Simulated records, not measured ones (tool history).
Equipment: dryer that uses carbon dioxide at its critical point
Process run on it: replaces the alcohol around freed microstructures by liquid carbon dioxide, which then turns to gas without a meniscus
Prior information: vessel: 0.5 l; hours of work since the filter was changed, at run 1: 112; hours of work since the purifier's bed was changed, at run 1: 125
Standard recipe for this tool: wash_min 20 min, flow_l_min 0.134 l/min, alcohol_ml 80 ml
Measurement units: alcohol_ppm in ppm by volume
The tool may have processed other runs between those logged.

| run | hour | wash_min | flow_l_min | alcohol_ml | hours of work since the filter was changed | hours of work since the purifier's bed was changed | alcohol_ppm |
|---|---|---|---|---|---|---|---|
| 1 | 0.0 | 20 | 0.134 | 80 | 112 | 125 | 3691 |
| 2 | 4.1 | 20 | 0.134 | 80 | 114 | 127 | 3642 |
| 3 | 12.7 | 20 | 0.134 | 80 | 118 | 131 | 3693 |
| 4 | 16.9 | 20 | 0.134 | 22 | 120 | 133 | 1038 |
| 5 | 23.5 | 20 | 0.134 | 22 | 124 | 137 | 1036 |
| 6 | 28.8 | 20 | 0.134 | 22 | 126 | 139 | 1050 |
| 7 | 34.8 | 20 | 0.134 | 80 | 129 | 142 | 3771 |
| 8 | 43.4 | 20 | 0.134 | 80 | 133 | 146 | 3761 |
| 9 | 48.6 | 20 | 0.134 | 80 | 136 | 149 | 3722 |
| 10 | 57.0 | 20 | 0.095 | 80 | 140 | 153 | 11321 |
| 11 | 66.5 | 22 | 0.095 | 80 | 145 | 158 | 8910 |
| 12 | 72.4 | 22 | 0.095 | 80 | 148 | 160 | 8901 |
| 13 | 78.5 | 22 | 0.095 | 80 | 150 | 163 | 8719 |
| 14 | 84.6 | 22 | 0.176 | 80 | 153 | 166 | 730 |
| 15 | 90.1 | 22 | 0.176 | 80 | 156 | 169 | 750 |
| 16 | 94.8 | 22 | 0.176 | 45 | 158 | 171 | 421 |
| 17 | 103.4 | 22 | 0.176 | 45 | 163 | 176 | 431 |
| 18 | 112.4 | 22 | 0.176 | 45 | 167 | 180 | 427 |
| 19 | 121.0 | 20 | 0.146 | 80 | 171 | 184 | 2874 |
| 20 | 130.1 | 20 | 0.134 | 80 | 176 | 189 | 3962 |
| 21 | 134.3 | 20 | 0.134 | 80 | 178 | 191 | 3944 |
| 22 | 141.9 | 20 | 0.134 | 80 | 181 | 194 | 4012 |
| 23 | 148.3 | 30 | 0.134 | 80 | 185 | 197 | 640 |
| 24 | 155.9 | 30 | 0.134 | 80 | 188 | 201 | 662 |
| 25 | 164.2 | 15 | 0.192 | 80 | 192 | 205 | 3011 |
| 26 | 169.6 | 23 | 0.137 | 34 | 195 | 208 | 914 |
| 27 | 174.5 | 13 | 0.177 | 66 | 197 | 210 | 5702 |
| 28 | 183.6 | 14 | 0.134 | 41 | 202 | 215 | 6315 |
| 29 | 191.3 | 31 | 0.170 | 114 | 205 | 218 | 186 |
| 30 | 200.3 | 31 | 0.170 | 114 | 210 | 223 | 192 |
| 31 | 207.3 | 20 | 0.134 | 110 | 213 | 226 | 5628 |
| 32 | 213.4 | 13 | 0.134 | 88 | 216 | 229 | 16472 |
| 33 | 221.0 | 20 | 0.164 | 80 | 220 | 233 | 1786 |
| 34 | 228.8 | 20 | 0.164 | 80 | 224 | 237 | 1855 |
| 35 | 233.5 | 30 | 0.083 | 44 | 226 | 239 | 3092 |
| 36 | 241.5 | 30 | 0.083 | 44 | 230 | 243 | 3165 |
| 37 | 247.8 | 20 | 0.116 | 22 | 233 | 246 | 2000 |
| 38 | 251.8 | 22 | 0.116 | 28 | 235 | 248 | 1797 |
| 39 | 257.3 | 17 | 0.105 | 80 | 238 | 251 | 14481 |
| 40 | 262.3 | 17 | 0.105 | 80 | 240 | 253 | 14472 |
| 41 | 268.4 | 20 | 0.134 | 51 | 243 | 256 | 2712 |
| 42 | 275.2 | 20 | 0.090 | 51 | 246 | 259 | 9259 |
| 43 | 281.8 | 24 | 0.090 | 48 | 250 | 263 | 5327 |
| 44 | 288.0 | 24 | 0.090 | 48 | 253 | 266 | 5490 |
| 45 | 292.6 | 24 | 0.090 | 48 | 255 | 268 | 5412 |

For run 46, what comes out?
| 46 | 299.2 | 20 | 0.185 | 80 | 258 | 271 | ? |

{"run 46": {"alcohol_ppm": 1082}}
With no hidden state in the tool, this same run would have given alcohol_ppm 693 ppm by volume.

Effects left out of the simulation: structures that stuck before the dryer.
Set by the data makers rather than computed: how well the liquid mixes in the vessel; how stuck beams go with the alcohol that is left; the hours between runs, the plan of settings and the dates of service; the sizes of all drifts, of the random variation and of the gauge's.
